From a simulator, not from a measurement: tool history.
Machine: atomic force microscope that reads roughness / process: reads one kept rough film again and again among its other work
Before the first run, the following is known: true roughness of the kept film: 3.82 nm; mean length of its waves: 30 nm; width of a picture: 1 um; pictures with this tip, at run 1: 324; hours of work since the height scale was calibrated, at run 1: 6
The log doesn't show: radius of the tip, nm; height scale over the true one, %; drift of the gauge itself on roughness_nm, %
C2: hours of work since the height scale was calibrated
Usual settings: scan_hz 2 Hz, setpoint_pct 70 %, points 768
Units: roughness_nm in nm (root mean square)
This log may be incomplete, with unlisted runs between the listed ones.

Run 1, day 0: usual settings; pictures with this tip 324; C2 6. Result: roughness_nm 2.774 nm (root mean square).
Run 2, day 0.288: usual settings; pictures with this tip 331; C2 10. Result: roughness_nm 2.781 nm (root mean square).
Run 3, day 0.6: usual settings; pictures with this tip 338; C2 15. Result: roughness_nm 2.751 nm (root mean square).
Run 4, day 0.879: usual settings but scan_hz 3.85 Hz; pictures with this tip 345; C2 19. Result: roughness_nm 2.487 nm (root mean square).
Run 5, day 1.171: usual settings but scan_hz 3.85 Hz; pictures with this tip 351; C2 23. Result: roughness_nm 2.48 nm (root mean square).
Run 6, day 1.433: usual settings but points 656; pictures with this tip 357; C2 27. Result: roughness_nm 2.776 nm (root mean square).
Run 7, day 1.742: usual settings but points 656; pictures with this tip 365; C2 32. Result: roughness_nm 2.75 nm (root mean square).
Run 8, day 2.046: usual settings; pictures with this tip 372; C2 36. Result: roughness_nm 2.723 nm (root mean square).
At day 2.125: new tip fitted.
Run 9, day 2.4: usual settings but scan_hz 2.75 Hz; pictures with this tip 6; C2 41. Result: roughness_nm 2.972 nm (root mean square).
Run 10, day 2.65: usual settings but scan_hz 2.75 Hz; pictures with this tip 12; C2 45. Result: roughness_nm 2.955 nm (root mean square).
Run 11, day 3.012: usual settings but scan_hz 2.75 Hz; pictures with this tip 20; C2 50. Result: roughness_nm 2.951 nm (root mean square).
Run 12, day 3.346: usual settings but scan_hz 2.75 Hz; pictures with this tip 28; C2 55. Result: roughness_nm 2.938 nm (root mean square).
Run 13, day 3.558: usual settings but scan_hz 2.75 Hz; pictures with this tip 33; C2 58. Result: roughness_nm 2.958 nm (root mean square).
Run 14, day 3.8: usual settings but scan_hz 2.75 Hz; pictures with this tip 39; C2 62. Result: roughness_nm 2.933 nm (root mean square).
Run 15, day 4.058: usual settings but points 327; pictures with this tip 44; C2 66. Result: roughness_nm 3.022 nm (root mean square).
Run 16, day 4.238: usual settings but points 327; pictures with this tip 49; C2 69. Result: roughness_nm 3.044 nm (root mean square).
Run 17, day 4.454: usual settings but points 327; pictures with this tip 54; C2 72. Result: roughness_nm 3.007 nm (root mean square).
Run 18, day 4.633: usual settings but points 327; pictures with this tip 58; C2 74. Result: roughness_nm 3.023 nm (root mean square).
Run 19, day 4.846: usual settings but points 327; pictures with this tip 63; C2 78. Result: roughness_nm 3.015 nm (root mean square).
Run 20, day 5.008: usual settings but points 327; pictures with this tip 66; C2 80. Result: roughness_nm 3.007 nm (root mean square).
Run 21, day 5.171: usual settings but scan_hz 0.56 Hz, setpoint_pct 88 %, points 288; pictures with this tip 70; C2 82. Result: roughness_nm 3.099 nm (root mean square).
Run 22, day 5.379: usual settings but scan_hz 0.9 Hz, setpoint_pct 79 %; pictures with this tip 75; C2 86. Result: roughness_nm 3.09 nm (root mean square).

Run 23 comes next. What will it give?
Run 23, day 5.558: usual settings but scan_hz 0.62 Hz, points 468; pictures with this tip 79; C2 88. Result: roughness_nm ?.

roughness_nm: 3.248 nm (root mean square)
Were there no unlogged condition in the tool, this run, its random variation unchanged, would have produced roughness_nm 3.348 nm (root mean square).
